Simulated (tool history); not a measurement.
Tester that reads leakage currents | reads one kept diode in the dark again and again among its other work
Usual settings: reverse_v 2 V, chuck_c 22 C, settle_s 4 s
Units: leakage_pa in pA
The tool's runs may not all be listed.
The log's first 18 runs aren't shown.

run	hour	reverse_v	chuck_c	settle_s	leakage_pa
19	1764.7	2	22	0.53	55.24
20	1856	2	22	0.53	55.53
21	1954.8	2	22	0.53	55.45
# hour 2005.5: chuck's temperature calibrated
22	2011.3	2	22	0.53	52.8
# hour 2086.6: probe card cleaned and baked
23	2117.7	2	22	0.53	51.04
24	2220.3	2	22	0.65	50.93
25	2320.1	3.04	34	8.32	149.19
26	2394.6	5.03	40	8.32	275.13

The next listed run, before its measurement:
27	2513	15.19	33	4.43	?

leakage_pa: 237.83 pA
Without the tool's hidden state the same run would have given leakage_pa 233.21 pA.
